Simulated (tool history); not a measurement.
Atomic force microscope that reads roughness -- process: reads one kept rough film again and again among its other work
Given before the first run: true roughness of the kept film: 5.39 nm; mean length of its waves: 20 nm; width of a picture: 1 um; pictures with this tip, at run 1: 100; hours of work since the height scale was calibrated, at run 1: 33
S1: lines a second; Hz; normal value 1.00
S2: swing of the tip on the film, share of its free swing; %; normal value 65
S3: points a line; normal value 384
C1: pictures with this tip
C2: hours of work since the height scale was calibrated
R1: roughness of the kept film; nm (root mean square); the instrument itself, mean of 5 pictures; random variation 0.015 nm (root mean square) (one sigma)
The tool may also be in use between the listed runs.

run	hour	S1	S2	S3	C1	C2	R1
1	0.0	1.00	65	384	100	33	2.835
2	33.8	1.00	63	384	151	57	2.500
3	52.9	1.00	63	384	180	70	2.342
# hour 70.9: new tip fitted
4	91.8	1.00	63	384	32	97	3.368
5	118.6	1.00	63	384	72	116	2.962
6	157.1	1.00	63	384	130	142	2.553
7	187.6	1.00	63	384	176	164	2.304
# hour 206.5: new tip fitted
8	225.1	1.00	65	384	28	190	3.353
9	253.7	1.00	65	384	71	209	2.986
10	278.0	1.00	65	384	108	226	2.669
11	313.1	1.00	65	672	161	251	2.393
# hour 341.4: new tip fitted
12	342.8	1.00	65	672	2	271	3.708
13	374.1	1.00	65	672	50	293	3.197
14	391.5	3.61	65	672	76	305	2.719
15	424.6	1.00	71	384	126	328	2.556
16	456.0	1.00	65	384	173	350	2.314
# hour 478.0: new tip fitted
17	491.4	1.00	65	384	20	375	3.474
18	508.1	1.00	65	1003	45	386	3.270
19	533.6	1.00	75	384	84	404	2.797
20	565.1	1.00	75	384	131	426	2.462
21	585.8	1.00	75	384	163	441	2.319
# hour 613.0: new tip fitted
22	621.6	1.00	87	384	13	465	3.219
23	639.6	1.00	87	384	40	478	2.964
24	666.4	1.00	65	384	81	496	2.898
25	705.0	1.00	65	384	139	523	2.468
26	735.5	0.88	58	384	185	545	2.271
# hour 749.0: new tip fitted
27	759.4	0.88	58	384	15	561	3.593
28	788.2	0.88	64	391	59	581	3.073
29	808.7	0.88	64	391	90	595	2.818
30	836.1	0.88	64	391	131	615	2.565
31	852.3	1.00	65	308	156	626	2.383
32	878.2	1.00	81	662	195	644	2.121
# hour 884.2: new tip fitted
33	900.5	0.62	81	577	25	659	3.316
34	924.5	1.29	77	384	61	676	2.902
35	959.5	0.61	73	324	114	700	2.624
36	997.4	1.65	80	426	171	727	2.092
37	1017.1	1.65	80	426	201	740	1.951
# hour 1019.5: new tip fitted
38	1056.0	1.65	80	426	55	767	2.798
39	1081.5	1.65	80	426	94	785	2.504
40	1116.7	1.65	80	463	147	810	2.214
41	1149.6	1.00	88	545	196	833	2.047
# hour 1156.4: new tip fitted
42	1171.8	1.00	88	545	23	848	3.123
43	1200.9	0.67	65	827	67	868	3.078
44	1239.6	1.00	80	384	126	895	2.489
45	1269.8	1.00	80	384	171	916	2.215
# hour 1291.2: new tip fitted
46	1297.6	0.50	64	553	10	935	3.638
47	1315.8	1.00	88	384	37	948	2.980
48	1335.0	1.00	86	567	66	961	2.814
49	1350.7	1.64	57	940	90	972	2.888

Each row is a separate what-if for the run after 49, all from the same tool condition, not one after another. Results?
A	1378.2	0.62	57	940	131	991	?
B	1378.2	1.00	88	384	131	991	?
C	1378.2	1.23	80	314	131	991	?
D	1378.2	2.17	65	386	131	991	?

run	R1
A	2.670
B	2.347
C	2.399
D	2.460
The same runs, with their run-to-run variation unchanged, on a tool lacking any hidden condition would have given:
run	R1
A	3.846
B	3.383
C	3.457
D	3.545
